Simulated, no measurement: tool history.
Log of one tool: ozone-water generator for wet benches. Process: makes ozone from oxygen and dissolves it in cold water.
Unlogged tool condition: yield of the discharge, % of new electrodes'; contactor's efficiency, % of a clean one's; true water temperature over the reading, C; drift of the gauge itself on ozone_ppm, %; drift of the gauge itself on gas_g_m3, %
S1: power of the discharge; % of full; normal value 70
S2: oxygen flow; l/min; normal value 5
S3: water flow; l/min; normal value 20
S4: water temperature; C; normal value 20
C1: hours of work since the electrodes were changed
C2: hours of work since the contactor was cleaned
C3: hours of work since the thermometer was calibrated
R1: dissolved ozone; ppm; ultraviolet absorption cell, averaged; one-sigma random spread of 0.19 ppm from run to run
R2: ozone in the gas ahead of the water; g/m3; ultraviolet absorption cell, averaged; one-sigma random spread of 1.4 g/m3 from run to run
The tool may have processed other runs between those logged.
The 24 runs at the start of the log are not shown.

run 25 day=53.667 | S1=59 S2=5.69 S3=20 S4=25 | C1=2367 C2=3532 C3=1824 | R1=20.7 R2=198.2
run 26 day=56.612 | S1=59 S2=5.69 S3=15 S4=18 | C1=2434 C2=3600 C3=1891 | R1=27.5 R2=197.4
run 27 day=59.538 | S1=59 S2=5.69 S3=15 S4=18 | C1=2501 C2=3667 C3=1958 | R1=27.7 R2=198.5
run 28 day=61.329 | S1=71 S2=4.38 S3=19 S4=18 | C1=2542 C2=3708 C3=1999 | R1=29.4 R2=280.8
run 29 day=62.704 | S1=48 S2=3.44 S3=13 S4=13 | C1=2573 C2=3739 C3=2030 | R1=29.3 R2=228.6
-- day=63.383 gauge calibrated
run 30 day=65.208 | S1=48 S2=3.44 S3=13 S4=13 | C1=2630 C2=3796 C3=2088 | R1=29.4 R2=235.4
run 31 day=67.958 | S1=48 S2=3.44 S3=13 S4=13 | C1=2693 C2=3859 C3=2151 | R1=29.1 R2=235.2
run 32 day=70.025 | S1=48 S2=3.44 S3=13 S4=13 | C1=2741 C2=3906 C3=2198 | R1=29.4 R2=233.8

5 ways to go on from here, each from the tool as it stands after run 32. What would each give?
run A day=72.288 | S1=70 S2=5.41 S3=20 S4=20 | C1=2792 C2=3958 C3=2250 | R1=? R2=?
run B day=72.288 | S1=87 S2=2.85 S3=13 S4=14 | C1=2792 C2=3958 C3=2250 | R1=? R2=?
run C day=72.288 | S1=52 S2=4.26 S3=20 S4=20 | C1=2792 C2=3958 C3=2250 | R1=? R2=?
run D day=72.288 | S1=48 S2=3.44 S3=13 S4=15 | C1=2792 C2=3958 C3=2250 | R1=? R2=?
run E day=72.288 | S1=70 S2=5 S3=24 S4=28 | C1=2792 C2=3958 C3=2250 | R1=? R2=?

run=A R1=26.4 R2=245.7
run=B R1=50.7 R2=467.5
run=C R1=20.5 R2=218.1
run=D R1=28.3 R2=235.6
run=E R1=20.8 R2=258.8
Without the tool's unlogged condition, the same runs would have read:
run=A R1=26.5 R2=246.9
run=B R1=50.8 R2=469.9
run=C R1=20.5 R2=219.2
run=D R1=28.3 R2=236.7
run=E R1=20.8 R2=260.1
